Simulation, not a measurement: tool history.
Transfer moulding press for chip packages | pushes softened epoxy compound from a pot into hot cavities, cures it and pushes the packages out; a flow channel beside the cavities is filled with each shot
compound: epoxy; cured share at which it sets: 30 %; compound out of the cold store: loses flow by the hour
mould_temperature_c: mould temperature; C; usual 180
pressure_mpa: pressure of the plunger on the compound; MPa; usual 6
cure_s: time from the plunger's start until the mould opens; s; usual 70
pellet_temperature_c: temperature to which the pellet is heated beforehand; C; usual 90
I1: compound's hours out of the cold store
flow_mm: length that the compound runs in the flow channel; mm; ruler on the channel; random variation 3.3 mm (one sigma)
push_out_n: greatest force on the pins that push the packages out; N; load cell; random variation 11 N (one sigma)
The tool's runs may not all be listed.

{"run": 1, "hour": 0.0, "mould_temperature_c": 180, "pressure_mpa": 6, "cure_s": 70, "pellet_temperature_c": 90, "I1": 46.8, "flow_mm": 466, "push_out_n": 485}
{"run": 2, "hour": 26.5, "mould_temperature_c": 180, "pressure_mpa": 6, "cure_s": 97, "pellet_temperature_c": 90, "I1": 12.5, "flow_mm": 546, "push_out_n": 310}
{"hour": 31.0, "done": "cavities cleaned with cleaning compound and waxed"}
{"run": 3, "hour": 48.3, "mould_temperature_c": 180, "pressure_mpa": 6, "cure_s": 97, "pellet_temperature_c": 90, "I1": 29.1, "flow_mm": 501, "push_out_n": 297}
{"run": 4, "hour": 74.6, "mould_temperature_c": 180, "pressure_mpa": 6, "cure_s": 97, "pellet_temperature_c": 90, "I1": 40.4, "flow_mm": 480, "push_out_n": 314}
{"hour": 95.6, "done": "cavities cleaned with cleaning compound and waxed"}
{"run": 5, "hour": 104.7, "mould_temperature_c": 180, "pressure_mpa": 7.26, "cure_s": 70, "pellet_temperature_c": 90, "I1": 35.2, "flow_mm": 539, "push_out_n": 494}
{"run": 6, "hour": 136.9, "mould_temperature_c": 180, "pressure_mpa": 6, "cure_s": 70, "pellet_temperature_c": 90, "I1": 35.1, "flow_mm": 485, "push_out_n": 488}
{"hour": 157.9, "done": "plunger's sealing rings changed"}
{"run": 7, "hour": 157.9, "mould_temperature_c": 180, "pressure_mpa": 6, "cure_s": 70, "pellet_temperature_c": 90, "I1": 45, "flow_mm": 463, "push_out_n": 481}
{"hour": 161.9, "done": "cavities cleaned with cleaning compound and waxed"}
{"run": 8, "hour": 194.7, "mould_temperature_c": 180, "pressure_mpa": 6.78, "cure_s": 70, "pellet_temperature_c": 90, "I1": 15.1, "flow_mm": 571, "push_out_n": 527}
{"hour": 226.1, "done": "cavities cleaned with cleaning compound and waxed"}
{"run": 9, "hour": 236.4, "mould_temperature_c": 180, "pressure_mpa": 6.78, "cure_s": 70, "pellet_temperature_c": 90, "I1": 46.7, "flow_mm": 498, "push_out_n": 471}
{"run": 10, "hour": 276.2, "mould_temperature_c": 180, "pressure_mpa": 6.78, "cure_s": 70, "pellet_temperature_c": 90, "I1": 36, "flow_mm": 517, "push_out_n": 479}
{"hour": 289.9, "done": "cavities cleaned with cleaning compound and waxed"}
{"run": 11, "hour": 301.3, "mould_temperature_c": 180, "pressure_mpa": 6, "cure_s": 70, "pellet_temperature_c": 90, "I1": 26.5, "flow_mm": 511, "push_out_n": 480}
{"run": 12, "hour": 333.4, "mould_temperature_c": 180, "pressure_mpa": 6, "cure_s": 70, "pellet_temperature_c": 90, "I1": 46, "flow_mm": 465, "push_out_n": 479}
{"hour": 352.5, "done": "cavities cleaned with cleaning compound and waxed"}
{"run": 13, "hour": 353.2, "mould_temperature_c": 180, "pressure_mpa": 6, "cure_s": 70, "pellet_temperature_c": 86, "I1": 14.6, "flow_mm": 538, "push_out_n": 536}
{"run": 14, "hour": 373.1, "mould_temperature_c": 180, "pressure_mpa": 6, "cure_s": 70, "pellet_temperature_c": 86, "I1": 43.4, "flow_mm": 468, "push_out_n": 487}
{"hour": 383.5, "done": "plunger's sealing rings changed"}
{"run": 15, "hour": 413.5, "mould_temperature_c": 180, "pressure_mpa": 6, "cure_s": 70, "pellet_temperature_c": 86, "I1": 43.8, "flow_mm": 465, "push_out_n": 508}
{"hour": 418.4, "done": "cavities cleaned with cleaning compound and waxed"}
{"run": 16, "hour": 431.9, "mould_temperature_c": 188, "pressure_mpa": 6, "cure_s": 94, "pellet_temperature_c": 90, "I1": 31.3, "flow_mm": 484, "push_out_n": 283}
{"run": 17, "hour": 464.9, "mould_temperature_c": 186, "pressure_mpa": 6, "cure_s": 70, "pellet_temperature_c": 84, "I1": 26.7, "flow_mm": 501, "push_out_n": 389}
{"hour": 481.7, "done": "cavities cleaned with cleaning compound and waxed"}
{"hour": 489.1, "done": "mould's thermocouples calibrated"}
{"run": 18, "hour": 491.1, "mould_temperature_c": 186, "pressure_mpa": 6, "cure_s": 70, "pellet_temperature_c": 84, "I1": 26.1, "flow_mm": 503, "push_out_n": 376}
{"run": 19, "hour": 515.5, "mould_temperature_c": 181, "pressure_mpa": 6, "cure_s": 91, "pellet_temperature_c": 84, "I1": 27.7, "flow_mm": 506, "push_out_n": 308}
{"run": 20, "hour": 537.6, "mould_temperature_c": 183, "pressure_mpa": 7.04, "cure_s": 70, "pellet_temperature_c": 90, "I1": 12.9, "flow_mm": 583, "push_out_n": 436}
{"hour": 549.0, "done": "cavities cleaned with cleaning compound and waxed"}
{"run": 21, "hour": 568.4, "mould_temperature_c": 183, "pressure_mpa": 7.1, "cure_s": 70, "pellet_temperature_c": 92, "I1": 10.6, "flow_mm": 595, "push_out_n": 454}
{"hour": 608.9, "done": "plunger's sealing rings changed"}
{"run": 22, "hour": 609.2, "mould_temperature_c": 179, "pressure_mpa": 5.08, "cure_s": 76, "pellet_temperature_c": 84, "I1": 42.3, "flow_mm": 438, "push_out_n": 430}
{"hour": 616.0, "done": "cavities cleaned with cleaning compound and waxed"}
{"run": 23, "hour": 632.9, "mould_temperature_c": 179, "pressure_mpa": 5.08, "cure_s": 76, "pellet_temperature_c": 84, "I1": 47.8, "flow_mm": 421, "push_out_n": 431}
{"run": 24, "hour": 655.6, "mould_temperature_c": 180, "pressure_mpa": 5.08, "cure_s": 76, "pellet_temperature_c": 81, "I1": 14.2, "flow_mm": 497, "push_out_n": 454}
{"hour": 679.6, "done": "cavities cleaned with cleaning compound and waxed"}
{"run": 25, "hour": 696.6, "mould_temperature_c": 180, "pressure_mpa": 5.8, "cure_s": 70, "pellet_temperature_c": 91, "I1": 16, "flow_mm": 534, "push_out_n": 535}
{"run": 26, "hour": 725.8, "mould_temperature_c": 180, "pressure_mpa": 5.8, "cure_s": 70, "pellet_temperature_c": 91, "I1": 44.2, "flow_mm": 459, "push_out_n": 491}
{"hour": 742.3, "done": "cavities cleaned with cleaning compound and waxed"}
{"run": 27, "hour": 755.3, "mould_temperature_c": 176, "pressure_mpa": 5.26, "cure_s": 67, "pellet_temperature_c": 88, "I1": 24.3, "flow_mm": 493, "push_out_n": 753}

4 ways to go on from here, each from the tool as it stands after run 27. What would each give?
{"run": "A", "hour": 782.1, "mould_temperature_c": 180, "pressure_mpa": 6, "cure_s": 91, "pellet_temperature_c": 90, "I1": 47.2, "flow_mm": "?", "push_out_n": "?"}
{"run": "B", "hour": 782.1, "mould_temperature_c": 176, "pressure_mpa": 6.04, "cure_s": 69, "pellet_temperature_c": 94, "I1": 15.4, "flow_mm": "?", "push_out_n": "?"}
{"run": "C", "hour": 782.1, "mould_temperature_c": 180, "pressure_mpa": 4.6, "cure_s": 67, "pellet_temperature_c": 89, "I1": 43.8, "flow_mm": "?", "push_out_n": "?"}
{"run": "D", "hour": 782.1, "mould_temperature_c": 180, "pressure_mpa": 6.49, "cure_s": 107, "pellet_temperature_c": 88, "I1": 10.4, "flow_mm": "?", "push_out_n": "?"}

run=A flow_mm=458 push_out_n=315
run=B flow_mm=554 push_out_n=690
run=C flow_mm=411 push_out_n=536
run=D flow_mm=575 push_out_n=295
Without the tool's hidden state the same runs would have given:
run=A flow_mm=458 push_out_n=310
run=B flow_mm=555 push_out_n=681
run=C flow_mm=412 push_out_n=529
run=D flow_mm=575 push_out_n=291
